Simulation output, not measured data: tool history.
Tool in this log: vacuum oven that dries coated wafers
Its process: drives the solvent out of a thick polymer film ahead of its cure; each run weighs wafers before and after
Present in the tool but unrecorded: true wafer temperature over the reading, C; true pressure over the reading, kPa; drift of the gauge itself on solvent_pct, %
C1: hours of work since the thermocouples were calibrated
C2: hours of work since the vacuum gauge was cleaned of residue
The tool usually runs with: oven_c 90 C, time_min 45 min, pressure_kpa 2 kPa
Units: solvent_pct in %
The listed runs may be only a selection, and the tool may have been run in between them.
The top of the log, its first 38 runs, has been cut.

{"run": 39, "hour": 470.8, "oven_c": 75, "time_min": 24, "pressure_kpa": 2, "C1": 445, "C2": 390, "solvent_pct": 11.71}
{"run": 40, "hour": 485.7, "oven_c": 75, "time_min": 79, "pressure_kpa": 2, "C1": 452, "C2": 397, "solvent_pct": 5.24}
{"run": 41, "hour": 501.2, "oven_c": 92, "time_min": 76, "pressure_kpa": 1.45, "C1": 459, "C2": 404, "solvent_pct": 0.99}
{"run": 42, "hour": 509.1, "oven_c": 96, "time_min": 43, "pressure_kpa": 1.64, "C1": 462, "C2": 408, "solvent_pct": 1.29}
{"run": 43, "hour": 523.9, "oven_c": 105, "time_min": 52, "pressure_kpa": 1.56, "C1": 469, "C2": 415, "solvent_pct": 0.56}
{"run": 44, "hour": 538.9, "oven_c": 90, "time_min": 38, "pressure_kpa": 2.22, "C1": 476, "C2": 422, "solvent_pct": 3.37}
{"run": 45, "hour": 553.0, "oven_c": 88, "time_min": 45, "pressure_kpa": 1.1, "C1": 483, "C2": 428, "solvent_pct": 2.63}
{"run": 46, "hour": 564.6, "oven_c": 88, "time_min": 45, "pressure_kpa": 1.1, "C1": 488, "C2": 434, "solvent_pct": 2.69}

What if the next run were any one of these 3? Each begins from the tool's condition after run 46:
{"run": "A", "hour": 575.3, "oven_c": 90, "time_min": 38, "pressure_kpa": 2, "C1": 493, "C2": 439, "solvent_pct": "?"}
{"run": "B", "hour": 575.3, "oven_c": 87, "time_min": 34, "pressure_kpa": 6.23, "C1": 493, "C2": 439, "solvent_pct": "?"}
{"run": "C", "hour": 575.3, "oven_c": 79, "time_min": 79, "pressure_kpa": 3.69, "C1": 493, "C2": 439, "solvent_pct": "?"}

run=A solvent_pct=3.12
run=B solvent_pct=6.93
run=C solvent_pct=4.87
Take away the tool's hidden state, keep each run's random variation, and the runs would have read:
run=A solvent_pct=3.38
run=B solvent_pct=7.3
run=C solvent_pct=5.15
